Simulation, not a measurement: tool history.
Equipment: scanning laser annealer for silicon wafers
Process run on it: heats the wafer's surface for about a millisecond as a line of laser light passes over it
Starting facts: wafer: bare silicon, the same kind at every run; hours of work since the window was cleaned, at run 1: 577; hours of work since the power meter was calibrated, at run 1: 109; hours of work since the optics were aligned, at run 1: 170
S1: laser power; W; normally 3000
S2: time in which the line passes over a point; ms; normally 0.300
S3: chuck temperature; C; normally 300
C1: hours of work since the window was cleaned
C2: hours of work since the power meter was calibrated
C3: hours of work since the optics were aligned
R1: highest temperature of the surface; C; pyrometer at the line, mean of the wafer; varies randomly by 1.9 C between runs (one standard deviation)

Run 1, day 0.000: usual settings; C1 577; C2 109; C3 170. Result: R1 1104 C.
Run 2, day 0.346: usual settings; C1 582; C2 113; C3 174. Result: R1 1099 C.
Run 3, day 0.521: usual settings but S3 287 C; C1 584; C2 116; C3 177. Result: R1 1087 C.
Run 4, day 0.808: usual settings but S3 287 C; C1 588; C2 119; C3 181. Result: R1 1089 C.
Run 5, day 1.092: usual settings; C1 592; C2 123; C3 184. Result: R1 1101 C.
Run 6, day 1.304: usual settings; C1 594; C2 126; C3 187. Result: R1 1098 C.
Run 7, day 1.621: usual settings; C1 599; C2 130; C3 192. Result: R1 1099 C.
Run 8, day 1.871: usual settings; C1 602; C2 134; C3 195. Result: R1 1098 C.
Run 9, day 2.067: usual settings; C1 605; C2 136; C3 197. Result: R1 1098 C.
Run 10, day 2.342: usual settings; C1 608; C2 140; C3 201. Result: R1 1099 C.
Run 11, day 2.742: usual settings; C1 614; C2 146; C3 207. Result: R1 1097 C.
Run 12, day 2.975: usual settings; C1 617; C2 149; C3 210. Result: R1 1101 C.
Run 13, day 3.179: usual settings; C1 620; C2 151; C3 213. Result: R1 1099 C.
Run 14, day 3.496: usual settings; C1 624; C2 156; C3 217. Result: R1 1100 C.
Run 15, day 3.696: usual settings but S3 263 C; C1 627; C2 158; C3 219. Result: R1 1060 C.
Run 16, day 3.904: usual settings but S3 263 C; C1 630; C2 161; C3 222. Result: R1 1060 C.
Run 17, day 4.142: usual settings but S3 263 C; C1 633; C2 164; C3 225. Result: R1 1059 C.
Run 18, day 4.525: usual settings but S1 2758 W, S2 0.292 ms, S3 296 C; C1 638; C2 170; C3 231. Result: R1 1017 C.
Run 19, day 4.942: usual settings but S1 2758 W, S2 0.292 ms, S3 296 C; C1 644; C2 175; C3 236. Result: R1 1016 C.
Run 20, day 5.117: usual settings but S1 2789 W, S2 0.307 ms, S3 277 C; C1 646; C2 178; C3 239. Result: R1 1023 C.
Run 21, day 5.417: usual settings but S1 2663 W, S3 280 C; C1 650; C2 182; C3 243. Result: R1 983 C.
Run 22, day 5.783: usual settings but S1 2663 W, S3 280 C; C1 655; C2 187; C3 248. Result: R1 985 C.
Run 23, day 6.033: usual settings but S1 2604 W, S2 0.266 ms, S3 284 C; C1 658; C2 190; C3 251. Result: R1 937 C.
Run 24, day 6.388: usual settings but S1 2682 W, S2 0.357 ms; C1 663; C2 195; C3 256. Result: R1 1070 C.
Run 25, day 6.700: usual settings but S1 2682 W, S2 0.357 ms; C1 667; C2 199; C3 260. Result: R1 1071 C.
Run 26, day 7.117: usual settings but S1 2588 W, S2 0.230 ms, S3 314 C; C1 673; C2 204; C3 266. Result: R1 916 C.
Run 27, day 7.321: usual settings but S1 3043 W, S2 0.367 ms, S3 331 C; C1 676; C2 207; C3 268. Result: R1 1221 C.
Run 28, day 7.671: usual settings but S1 3159 W, S2 0.231 ms, S3 318 C; C1 680; C2 212; C3 273. Result: R1 1063 C.
Run 29, day 7.938: usual settings but S1 2670 W, S2 0.217 ms, S3 330 C; C1 684; C2 216; C3 277. Result: R1 935 C.
Run 30, day 8.238: usual settings but S1 2670 W, S2 0.217 ms, S3 330 C; C1 688; C2 220; C3 281. Result: R1 931 C.
Run 31, day 8.567: usual settings but S1 2670 W, S2 0.295 ms, S3 328 C; C1 692; C2 224; C3 285. Result: R1 1025 C.
Run 32, day 8.921: usual settings but S1 2680 W, S2 0.357 ms, S3 329 C; C1 697; C2 229; C3 290. Result: R1 1095 C.
Run 33, day 9.167: usual settings but S1 3237 W; C1 700; C2 232; C3 293. Result: R1 1159 C.

How would selected steps in R1 from run to run divide? Give the signed amount a tool lacking its hidden state would still show from settings, what came in and random variation, and the signed amount left for the hidden state, including any gauge scatter that is not in both of the compared results.
Unlogged tool condition in this case: light that passes the window, % of a clean one's; laser's true power over the reading, %; width of the line over the set one, %; drift of the gauge itself on peak_c, C.
Run 25 -> 26: S1 2682 -> 2588, S2 0.357 -> 0.230, S3 300 -> 314. R1 -155 C: hidden state +7, all else -162.
Run 26 -> 27: S1 2588 -> 3043, S2 0.230 -> 0.367, S3 314 -> 331. R1 +305 C: hidden state -12, all else +317.
Run 27 -> 28: S1 3043 -> 3159, S2 0.367 -> 0.231, S3 331 -> 318. R1 -158 C: hidden state +6, all else -164.

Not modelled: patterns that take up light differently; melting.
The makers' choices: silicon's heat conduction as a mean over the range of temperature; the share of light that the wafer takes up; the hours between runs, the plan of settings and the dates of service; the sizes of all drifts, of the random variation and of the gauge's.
